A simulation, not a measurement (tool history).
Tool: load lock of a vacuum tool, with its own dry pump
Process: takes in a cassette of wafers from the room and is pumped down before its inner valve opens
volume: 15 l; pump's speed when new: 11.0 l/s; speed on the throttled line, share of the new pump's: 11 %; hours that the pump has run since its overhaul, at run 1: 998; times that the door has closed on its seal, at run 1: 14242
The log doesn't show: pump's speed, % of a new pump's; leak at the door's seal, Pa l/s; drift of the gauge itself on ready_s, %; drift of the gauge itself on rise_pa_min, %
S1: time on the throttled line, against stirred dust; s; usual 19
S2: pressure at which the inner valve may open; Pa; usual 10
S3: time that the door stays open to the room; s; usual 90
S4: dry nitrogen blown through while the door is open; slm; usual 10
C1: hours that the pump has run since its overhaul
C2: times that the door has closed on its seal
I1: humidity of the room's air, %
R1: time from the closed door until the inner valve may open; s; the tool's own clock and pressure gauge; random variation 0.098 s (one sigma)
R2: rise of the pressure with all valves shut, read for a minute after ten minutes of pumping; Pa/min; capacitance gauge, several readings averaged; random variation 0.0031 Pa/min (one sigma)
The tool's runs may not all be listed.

run    hour  S1  S2   S3  S4    C1     C2    I1     R1     R2
  1       0  19  10   90  10   998  14242  45.5  29.53  0.175
  2    67.2  19  10   90  10  1065  14536    49  29.54   0.18
  3   141.7  19  10   90  10  1139  14863  42.2   29.6  0.178
  4   252.8  19  10   90  10  1250  15349  44.2  29.76   0.19
  5   322.2  19  10   90  10  1320  15653  45.4  29.37  0.189
  6   413.8  19  10   90  10  1411  16055  47.1  29.69  0.201
  7   484.6  19  10   90  10  1482  16365  41.4  29.69  0.195
  8   574.8  19  10   90  10  1572  16761  43.6  29.48  0.201
  9   671.8  19  10   90  10  1669  17185  44.6  29.57  0.204
 10   753.8  19  10   90  31  1751  17545  41.9  29.87  0.184
 11   811.9  19  10   90  31  1809  17799  46.3  29.76  0.188
 12   922.6  19  10   90  10  1920  18284    47  29.89  0.228
 13  1010.8  19  10   90  10  2008  18671  42.7  29.78  0.221
 14  1098.5  19   7   90  10  2096  19055  47.2  30.48  0.239
 15  1166.1  18  10   90  10  2164  19351  43.5   28.9  0.237
 16  1244.9  18  11   90  10  2242  19696  42.7  29.03  0.236
 17  1300.6  20  19  146  28  2298  19941  42.1  29.67  0.228
 18  1422.5  20  19  146  28  2420  20475  48.7  29.84  0.242
 19  1554.8  14  10   90  14  2552  21054  43.3  25.58  0.253
 20    1667  14  10   90  20  2665  21546  46.4  25.58  0.251
 21  1783.5  32  15   90  10  2781  22057  47.3  40.92  0.278
 22  1910.1  14  10  188  11  2908  22611  47.4  25.66  0.298

Run 23 comes next. What will it give?
 23  2006.9  14  10  188  11  3004  23035  42.5   ?   ?

Run 23 gave R1 25.52 s, R2 0.299 Pa/min.
Without the tool's hidden state the same run would have given R1 25.06 s, R2 0.08 Pa/min.
